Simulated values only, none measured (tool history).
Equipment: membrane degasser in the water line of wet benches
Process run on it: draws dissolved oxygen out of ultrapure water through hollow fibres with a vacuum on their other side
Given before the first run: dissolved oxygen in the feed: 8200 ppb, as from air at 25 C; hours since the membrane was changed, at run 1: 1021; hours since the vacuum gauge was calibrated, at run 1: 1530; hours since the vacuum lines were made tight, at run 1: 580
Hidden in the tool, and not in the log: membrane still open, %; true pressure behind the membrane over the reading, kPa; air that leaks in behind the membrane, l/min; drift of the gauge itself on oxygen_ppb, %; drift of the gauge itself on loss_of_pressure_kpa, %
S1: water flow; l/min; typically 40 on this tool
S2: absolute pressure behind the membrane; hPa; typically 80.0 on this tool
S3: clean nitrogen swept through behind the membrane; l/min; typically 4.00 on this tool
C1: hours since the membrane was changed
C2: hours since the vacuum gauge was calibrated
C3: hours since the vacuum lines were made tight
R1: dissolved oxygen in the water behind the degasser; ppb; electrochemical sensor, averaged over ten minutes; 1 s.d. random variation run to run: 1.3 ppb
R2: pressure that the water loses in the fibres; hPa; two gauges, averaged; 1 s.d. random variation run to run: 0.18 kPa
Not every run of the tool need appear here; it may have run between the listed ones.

| run | hour | S1 | S2 | S3 | C1 | C2 | C3 | R1 | R2 |
|---|---|---|---|---|---|---|---|---|---|
| 1 | 0.0 | 40 | 80.0 | 4.00 | 1021 | 1530 | 580 | 123.6 | 354.3 |
| 2 | 65.4 | 40 | 80.0 | 4.00 | 1086 | 1595 | 645 | 123.8 | 358.1 |
| 3 | 186.0 | 40 | 80.0 | 4.00 | 1207 | 1716 | 766 | 122.9 | 357.7 |
| 4 | 241.5 | 40 | 80.0 | 11.06 | 1262 | 1772 | 822 | 55.4 | 359.6 |
| 5 | 299.3 | 40 | 80.0 | 11.06 | 1320 | 1829 | 879 | 54.6 | 354.1 |
| 6 | 431.9 | 64 | 80.0 | 4.00 | 1452 | 1962 | 1012 | 213.3 | 569.9 |
| 7 | 539.6 | 40 | 80.0 | 10.47 | 1560 | 2070 | 1120 | 55.8 | 352.6 |
| 8 | 619.8 | 40 | 80.0 | 10.47 | 1640 | 2150 | 1200 | 56.9 | 356.4 |
| 9 | 712.4 | 40 | 80.0 | 4.00 | 1733 | 2242 | 1292 | 123.6 | 354.3 |
| 10 | 781.1 | 40 | 80.0 | 4.00 | 1802 | 2311 | 1361 | 122.1 | 357.8 |
| 11 | 881.6 | 40 | 80.0 | 4.00 | 1902 | 2412 | 1462 | 124.3 | 357.0 |
| 12 | 997.6 | 40 | 80.0 | 4.00 | 2018 | 2528 | 1578 | 123.3 | 353.1 |
| 13 | 1087.5 | 40 | 80.0 | 4.00 | 2108 | 2618 | 1667 | 122.1 | 353.9 |
| 14 | 1189.5 | 40 | 80.0 | 4.00 | 2210 | 2720 | 1769 | 124.1 | 355.0 |
| 15 | 1315.9 | 40 | 80.0 | 4.00 | 2336 | 2846 | 1896 | 124.0 | 354.3 |
| 16 | 1404.1 | 40 | 80.0 | 4.00 | 2425 | 2934 | 1984 | 124.7 | 356.8 |
| 17 | 1467.3 | 33 | 51.3 | 4.00 | 2488 | 2997 | 2047 | 45.0 | 293.4 |
| 18 | 1546.5 | 33 | 51.3 | 4.00 | 2567 | 3077 | 2127 | 45.0 | 294.9 |
| 19 | 1655.5 | 40 | 128.2 | 2.40 | 2676 | 3186 | 2236 | 355.8 | 353.2 |
| 20 | 1766.0 | 40 | 105.7 | 4.72 | 2787 | 3296 | 2346 | 158.9 | 355.1 |
| 21 | 1848.3 | 43 | 77.6 | 7.39 | 2869 | 3378 | 2428 | 77.2 | 381.2 |
| 22 | 1911.3 | 43 | 77.6 | 7.39 | 2932 | 3441 | 2491 | 77.9 | 385.6 |
| 23 | 2000.9 | 43 | 73.7 | 1.93 | 3021 | 3531 | 2581 | 218.2 | 381.8 |
| 24 | 2108.5 | 43 | 168.8 | 1.93 | 3129 | 3639 | 2689 | 636.5 | 378.2 |
| 25 | 2179.3 | 43 | 168.8 | 1.93 | 3200 | 3709 | 2759 | 626.8 | 381.1 |
| 26 | 2256.9 | 43 | 92.3 | 1.93 | 3277 | 3787 | 2837 | 300.0 | 383.3 |
| 27 | 2312.7 | 52 | 162.0 | 3.88 | 3333 | 3843 | 2893 | 410.6 | 465.4 |
| 28 | 2439.6 | 40 | 90.7 | 2.73 | 3460 | 3970 | 3020 | 203.2 | 359.8 |

Estimate the outcome of run 29 from the log above:
| 29 | 2560.2 | 40 | 74.2 | 2.10 | 3581 | 4090 | 3140 | ? | ? |

Logged for run 29: R1 190.0 ppb, R2 355.1 hPa.
With the hidden condition absent and the run-to-run variation left alone, this run would have shown R1 189.9 ppb, R2 354.9 hPa.
